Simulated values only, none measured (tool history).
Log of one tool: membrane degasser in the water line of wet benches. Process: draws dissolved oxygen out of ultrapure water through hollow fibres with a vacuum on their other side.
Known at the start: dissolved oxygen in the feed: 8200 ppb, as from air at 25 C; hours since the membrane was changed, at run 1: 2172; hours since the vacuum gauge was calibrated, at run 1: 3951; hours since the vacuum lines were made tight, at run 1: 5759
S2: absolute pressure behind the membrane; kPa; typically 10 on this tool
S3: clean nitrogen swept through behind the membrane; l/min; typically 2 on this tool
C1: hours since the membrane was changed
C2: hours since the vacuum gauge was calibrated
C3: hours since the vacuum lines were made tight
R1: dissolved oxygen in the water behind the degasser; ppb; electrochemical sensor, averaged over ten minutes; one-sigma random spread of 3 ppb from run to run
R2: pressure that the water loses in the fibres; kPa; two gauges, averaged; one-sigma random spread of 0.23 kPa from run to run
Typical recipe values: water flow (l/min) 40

run 1 hour=0 | water_flow_(l/min)=40 S2=10 S3=2 | C1=2172 C2=3951 C3=5759 | R1=323.8 R2=58.36
-- hour=62 seals of the vacuum lines changed
run 2 hour=82.2 | water_flow_(l/min)=40 S2=10 S3=2 | C1=2252 C2=4031 C3=20 | R1=317.4 R2=58.51
run 3 hour=205.4 | water_flow_(l/min)=40 S2=10 S3=2 | C1=2375 C2=4154 C3=143 | R1=319.8 R2=58.69
run 4 hour=289.8 | water_flow_(l/min)=40 S2=10 S3=2 | C1=2460 C2=4239 C3=228 | R1=325.2 R2=58.66
run 5 hour=371.2 | water_flow_(l/min)=40 S2=10 S3=1.38 | C1=2541 C2=4320 C3=309 | R1=431.4 R2=58.52
run 6 hour=485.9 | water_flow_(l/min)=40 S2=10 S3=1.38 | C1=2656 C2=4435 C3=424 | R1=436.1 R2=59.15
run 7 hour=587 | water_flow_(l/min)=40 S2=10 S3=1.38 | C1=2757 C2=4536 C3=525 | R1=440.6 R2=59.33
run 8 hour=700.7 | water_flow_(l/min)=25 S2=10 S3=2 | C1=2870 C2=4649 C3=639 | R1=211.8 R2=36.77
run 9 hour=812.8 | water_flow_(l/min)=40 S2=8.8 S3=2 | C1=2982 C2=4762 C3=751 | R1=276 R2=59.35
run 10 hour=929.8 | water_flow_(l/min)=40 S2=8.8 S3=2 | C1=3100 C2=4879 C3=868 | R1=271.3 R2=59.07
run 11 hour=1025.5 | water_flow_(l/min)=40 S2=19.2 S3=2 | C1=3195 C2=4974 C3=963 | R1=686.5 R2=59.06
run 12 hour=1155.7 | water_flow_(l/min)=40 S2=10 S3=2 | C1=3325 C2=5104 C3=1094 | R1=327.3 R2=59.65
run 13 hour=1245.1 | water_flow_(l/min)=40 S2=10 S3=2 | C1=3415 C2=5194 C3=1183 | R1=332.8 R2=59.16
run 14 hour=1355.9 | water_flow_(l/min)=40 S2=10 S3=2 | C1=3526 C2=5305 C3=1294 | R1=321.6 R2=59.03
run 15 hour=1420.5 | water_flow_(l/min)=40 S2=10 S3=2 | C1=3590 C2=5369 C3=1358 | R1=331.1 R2=59.87
run 16 hour=1547.2 | water_flow_(l/min)=40 S2=10 S3=2 | C1=3717 C2=5496 C3=1485 | R1=331.1 R2=59.54
run 17 hour=1645.1 | water_flow_(l/min)=40 S2=10 S3=2 | C1=3815 C2=5594 C3=1583 | R1=327.8 R2=59.51

Predict the results of run 18:
run 18 hour=1757 | water_flow_(l/min)=54 S2=17.1 S3=2.36 | C1=3927 C2=5706 C3=1695 | R1=? R2=?

{"run 18": {"R1": 710.1, "R2": 80.46}}
Were there no unlogged condition in the tool, this run, its random variation unchanged, would have produced R1 673.2 ppb, R2 77.81 kPa.

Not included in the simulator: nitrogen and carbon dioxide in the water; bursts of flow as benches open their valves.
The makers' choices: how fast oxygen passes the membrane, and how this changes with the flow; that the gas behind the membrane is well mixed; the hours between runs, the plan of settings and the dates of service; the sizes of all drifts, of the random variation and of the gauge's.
